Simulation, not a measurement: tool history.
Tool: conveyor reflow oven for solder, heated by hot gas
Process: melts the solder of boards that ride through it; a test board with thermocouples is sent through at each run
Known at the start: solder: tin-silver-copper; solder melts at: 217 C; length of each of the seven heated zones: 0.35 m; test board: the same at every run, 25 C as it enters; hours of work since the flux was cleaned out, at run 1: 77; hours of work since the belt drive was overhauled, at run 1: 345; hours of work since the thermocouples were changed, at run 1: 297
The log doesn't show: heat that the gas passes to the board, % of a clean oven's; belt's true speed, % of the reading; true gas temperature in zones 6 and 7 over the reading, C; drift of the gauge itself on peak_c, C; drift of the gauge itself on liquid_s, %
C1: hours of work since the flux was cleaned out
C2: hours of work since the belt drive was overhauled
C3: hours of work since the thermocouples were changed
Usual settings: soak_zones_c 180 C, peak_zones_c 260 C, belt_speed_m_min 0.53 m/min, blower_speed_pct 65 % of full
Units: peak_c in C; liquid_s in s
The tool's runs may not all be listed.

{"run": 1, "hour": 0.0, "soak_zones_c": 180, "peak_zones_c": 260, "belt_speed_m_min": 0.53, "blower_speed_pct": 65, "C1": 77, "C2": 345, "C3": 297, "peak_c": 244.4, "liquid_s": 54.4}
{"run": 2, "hour": 26.4, "soak_zones_c": 178, "peak_zones_c": 260, "belt_speed_m_min": 0.53, "blower_speed_pct": 65, "C1": 89, "C2": 357, "C3": 309, "peak_c": 244.5, "liquid_s": 54}
{"run": 3, "hour": 47.0, "soak_zones_c": 194, "peak_zones_c": 260, "belt_speed_m_min": 0.53, "blower_speed_pct": 65, "C1": 98, "C2": 367, "C3": 318, "peak_c": 247, "liquid_s": 63.5}
{"run": 4, "hour": 73.3, "soak_zones_c": 194, "peak_zones_c": 260, "belt_speed_m_min": 0.53, "blower_speed_pct": 65, "C1": 110, "C2": 379, "C3": 330, "peak_c": 247, "liquid_s": 64.9}
{"run": 5, "hour": 92.3, "soak_zones_c": 166, "peak_zones_c": 260, "belt_speed_m_min": 0.53, "blower_speed_pct": 65, "C1": 118, "C2": 387, "C3": 339, "peak_c": 241.7, "liquid_s": 46.4}
{"run": 6, "hour": 123.6, "soak_zones_c": 166, "peak_zones_c": 260, "belt_speed_m_min": 0.53, "blower_speed_pct": 65, "C1": 133, "C2": 401, "C3": 353, "peak_c": 241.6, "liquid_s": 46.1}
{"run": 7, "hour": 149.2, "soak_zones_c": 166, "peak_zones_c": 260, "belt_speed_m_min": 0.53, "blower_speed_pct": 65, "C1": 144, "C2": 413, "C3": 365, "peak_c": 242, "liquid_s": 46.5}
{"run": 8, "hour": 183.3, "soak_zones_c": 166, "peak_zones_c": 260, "belt_speed_m_min": 0.53, "blower_speed_pct": 65, "C1": 160, "C2": 429, "C3": 380, "peak_c": 242.2, "liquid_s": 47.6}
{"hour": 191.0, "done": "belt drive overhauled, speed set with a stopwatch"}
{"run": 9, "hour": 209.4, "soak_zones_c": 180, "peak_zones_c": 260, "belt_speed_m_min": 0.53, "blower_speed_pct": 71, "C1": 170, "C2": 8, "C3": 390, "peak_c": 246.6, "liquid_s": 57.5}
{"run": 10, "hour": 244.2, "soak_zones_c": 180, "peak_zones_c": 260, "belt_speed_m_min": 0.53, "blower_speed_pct": 71, "C1": 186, "C2": 24, "C3": 406, "peak_c": 246.4, "liquid_s": 57}
{"run": 11, "hour": 277.6, "soak_zones_c": 180, "peak_zones_c": 260, "belt_speed_m_min": 0.53, "blower_speed_pct": 71, "C1": 201, "C2": 39, "C3": 421, "peak_c": 247.1, "liquid_s": 57.1}
{"run": 12, "hour": 312.7, "soak_zones_c": 180, "peak_zones_c": 260, "belt_speed_m_min": 0.53, "blower_speed_pct": 65, "C1": 217, "C2": 55, "C3": 437, "peak_c": 244.6, "liquid_s": 54.5}
{"run": 13, "hour": 343.0, "soak_zones_c": 180, "peak_zones_c": 260, "belt_speed_m_min": 0.53, "blower_speed_pct": 65, "C1": 230, "C2": 69, "C3": 451, "peak_c": 245.2, "liquid_s": 55.4}
{"run": 14, "hour": 361.1, "soak_zones_c": 180, "peak_zones_c": 260, "belt_speed_m_min": 0.53, "blower_speed_pct": 65, "C1": 239, "C2": 77, "C3": 459, "peak_c": 245.2, "liquid_s": 54.6}
{"run": 15, "hour": 403.0, "soak_zones_c": 180, "peak_zones_c": 260, "belt_speed_m_min": 0.53, "blower_speed_pct": 65, "C1": 257, "C2": 96, "C3": 478, "peak_c": 244.5, "liquid_s": 55.6}
{"run": 16, "hour": 430.5, "soak_zones_c": 180, "peak_zones_c": 260, "belt_speed_m_min": 0.53, "blower_speed_pct": 65, "C1": 270, "C2": 109, "C3": 490, "peak_c": 244.7, "liquid_s": 55.6}
{"hour": 443.9, "done": "belt drive overhauled, speed set with a stopwatch, once more"}
{"run": 17, "hour": 467.9, "soak_zones_c": 192, "peak_zones_c": 265, "belt_speed_m_min": 0.625, "blower_speed_pct": 84, "C1": 285, "C2": 11, "C3": 506, "peak_c": 250.1, "liquid_s": 54.1}
{"run": 18, "hour": 491.9, "soak_zones_c": 184, "peak_zones_c": 258, "belt_speed_m_min": 0.488, "blower_speed_pct": 88, "C1": 296, "C2": 22, "C3": 516, "peak_c": 249.3, "liquid_s": 70}
{"run": 19, "hour": 512.1, "soak_zones_c": 180, "peak_zones_c": 260, "belt_speed_m_min": 0.53, "blower_speed_pct": 64, "C1": 305, "C2": 31, "C3": 526, "peak_c": 243.8, "liquid_s": 53.1}
{"run": 20, "hour": 539.6, "soak_zones_c": 180, "peak_zones_c": 260, "belt_speed_m_min": 0.53, "blower_speed_pct": 64, "C1": 318, "C2": 43, "C3": 538, "peak_c": 244.3, "liquid_s": 53}
{"hour": 553.0, "done": "flux residue cleaned out of gas plates and filters"}
{"run": 21, "hour": 572.0, "soak_zones_c": 193, "peak_zones_c": 263, "belt_speed_m_min": 0.53, "blower_speed_pct": 73, "C1": 9, "C2": 56, "C3": 551, "peak_c": 252.4, "liquid_s": 67.9}
{"run": 22, "hour": 600.2, "soak_zones_c": 180, "peak_zones_c": 251, "belt_speed_m_min": 0.53, "blower_speed_pct": 52, "C1": 21, "C2": 69, "C3": 563, "peak_c": 233.8, "liquid_s": 39.7}
{"run": 23, "hour": 631.6, "soak_zones_c": 180, "peak_zones_c": 262, "belt_speed_m_min": 0.458, "blower_speed_pct": 79, "C1": 36, "C2": 83, "C3": 578, "peak_c": 253.5, "liquid_s": 75.7}
{"run": 24, "hour": 651.8, "soak_zones_c": 191, "peak_zones_c": 254, "belt_speed_m_min": 0.456, "blower_speed_pct": 60, "C1": 45, "C2": 92, "C3": 587, "peak_c": 245.2, "liquid_s": 73.4}
{"run": 25, "hour": 688.6, "soak_zones_c": 169, "peak_zones_c": 270, "belt_speed_m_min": 0.524, "blower_speed_pct": 59, "C1": 61, "C2": 109, "C3": 603, "peak_c": 250.6, "liquid_s": 55.7}
{"run": 26, "hour": 722.2, "soak_zones_c": 187, "peak_zones_c": 260, "belt_speed_m_min": 0.428, "blower_speed_pct": 55, "C1": 77, "C2": 124, "C3": 619, "peak_c": 250.3, "liquid_s": 79.6}
{"run": 27, "hour": 750.6, "soak_zones_c": 187, "peak_zones_c": 260, "belt_speed_m_min": 0.428, "blower_speed_pct": 62, "C1": 90, "C2": 137, "C3": 631, "peak_c": 251.1, "liquid_s": 81.5}
{"run": 28, "hour": 780.1, "soak_zones_c": 187, "peak_zones_c": 260, "belt_speed_m_min": 0.428, "blower_speed_pct": 62, "C1": 103, "C2": 150, "C3": 645, "peak_c": 251.2, "liquid_s": 81.9}
{"run": 29, "hour": 806.5, "soak_zones_c": 193, "peak_zones_c": 256, "belt_speed_m_min": 0.592, "blower_speed_pct": 55, "C1": 115, "C2": 162, "C3": 657, "peak_c": 238.3, "liquid_s": 46.8}
{"run": 30, "hour": 835.7, "soak_zones_c": 189, "peak_zones_c": 260, "belt_speed_m_min": 0.53, "blower_speed_pct": 52, "C1": 128, "C2": 175, "C3": 670, "peak_c": 243.6, "liquid_s": 57.1}

Hidden state at the last listed run before each entry between runs and at the first one after, where it differs:
Between runs 8 and 9: belt drive overhauled, speed set with a stopwatch (hour 191)
  heat that the gas passes to the board, % of a clean oven's: 97.6 -> 97.4; belt's true speed, % of the reading: 99.19 -> 98.64; true gas temperature in zones 6 and 7 over the reading, C: 1.08 -> 1.11
  measured less the result without the state, peak_c: +0.6 -> +0.8 C; liquid_s: +0.9 -> +1.4 s
Between runs 16 and 17: belt drive overhauled, speed set with a stopwatch, once more (hour 443.9)
  heat that the gas passes to the board, % of a clean oven's: 96 -> 95.8; belt's true speed, % of the reading: 98.46 -> 99.87; true gas temperature in zones 6 and 7 over the reading, C: 1.45 -> 1.5
  measured less the result without the state, peak_c: +0.8 -> +0.2 C; liquid_s: +1.5 -> -0.1 s
Between runs 20 and 21: flux residue cleaned out of gas plates and filters (hour 553)
  heat that the gas passes to the board, % of a clean oven's: 95.4 -> 99.7; belt's true speed, % of the reading: 99.81 -> 99.79; true gas temperature in zones 6 and 7 over the reading, C: 1.61 -> 1.64
  measured less the result without the state, peak_c: +0.4 -> +1.4 C; liquid_s: +0.1 -> +1 s

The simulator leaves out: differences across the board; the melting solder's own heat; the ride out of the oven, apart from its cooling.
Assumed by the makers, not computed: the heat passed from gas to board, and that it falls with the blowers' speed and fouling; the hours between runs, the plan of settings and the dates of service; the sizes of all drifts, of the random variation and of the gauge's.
